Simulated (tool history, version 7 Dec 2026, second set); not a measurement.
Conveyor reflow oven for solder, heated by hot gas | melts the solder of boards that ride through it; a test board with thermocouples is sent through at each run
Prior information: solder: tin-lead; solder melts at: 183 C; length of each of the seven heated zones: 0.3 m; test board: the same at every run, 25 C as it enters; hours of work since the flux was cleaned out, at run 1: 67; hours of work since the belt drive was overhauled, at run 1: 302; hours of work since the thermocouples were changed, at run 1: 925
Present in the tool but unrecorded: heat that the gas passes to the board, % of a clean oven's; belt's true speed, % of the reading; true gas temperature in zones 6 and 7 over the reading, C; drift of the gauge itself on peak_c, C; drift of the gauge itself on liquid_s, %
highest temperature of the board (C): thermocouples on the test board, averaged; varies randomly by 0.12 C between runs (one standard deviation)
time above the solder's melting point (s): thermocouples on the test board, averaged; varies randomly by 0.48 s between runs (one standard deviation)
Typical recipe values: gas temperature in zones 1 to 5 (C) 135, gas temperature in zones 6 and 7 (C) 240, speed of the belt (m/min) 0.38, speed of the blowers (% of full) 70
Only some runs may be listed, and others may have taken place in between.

run   hour  gas temperature in zones 1 to 5 (C)  gas temperature in zones 6 and 7 (C)  speed of the belt (m/min)  speed of the blowers (% of full)  hours of work since the flux was cleaned out  hours of work since the belt drive was overhauled  hours of work since the thermocouples were changed  highest temperature of the board (C)  time above the solder's melting point (s)
  1      0                                  135                                   240                       0.38                                70                                            67                                                302                                                 925                                 225.5                                       78.1
  2   25.7                                  135                                   240                       0.38                                70                                            78                                                313                                                 936                                 225.5                                       78.2
  3   65.1                                  135                                   240                       0.38                                70                                            95                                                330                                                 953                                 225.4                                       78.4
  4  119.4                                  135                                   240                       0.38                                70                                           119                                                354                                                 977                                 225.3                                       77.5
  5  172.6                                  135                                   240                       0.38                                70                                           142                                                377                                                1000                                 225.4                                       77.9
  6  200.1                                  138                                   253                      0.413                                82                                           153                                                389                                                1011                                 236.4                                       78.8
  7  243.2                                  135                                   241                      0.413                                70                                           172                                                407                                                1030                                 223.4                                       69.4
  8    296                                  134                                   240                       0.38                                58                                           195                                                430                                                1053                                 222.7                                       76.1
  9  347.3                                  134                                   240                       0.38                                58                                           217                                                453                                                1075                                 222.7                                       75.2
     379.6  -- thermocouples of zones 6 and 7 changed
 10  399.3                                  125                                   246                       0.38                                70                                           239                                                474                                                   9                                   228                                       75.4

Measured result minus the same run's result without the hidden state. Both carry the same run-to-run variation, though not necessarily the same gauge scatter:
run  highest temperature of the board (C)  time above the solder's melting point (s)
  1                                  +0.7                                       +1.3
  2                                  +0.7                                       +1.2
  3                                  +0.6                                       +1.3
  4                                  +0.6                                       +1.2
  5                                  +0.5                                       +1.2
  6                                  +0.5                                       +1.1
  7                                  +0.5                                       +1.2
  8                                  +0.5                                       +1.3
  9                                  +0.5                                       +1.3
 10                                  -0.7                                       +0.4
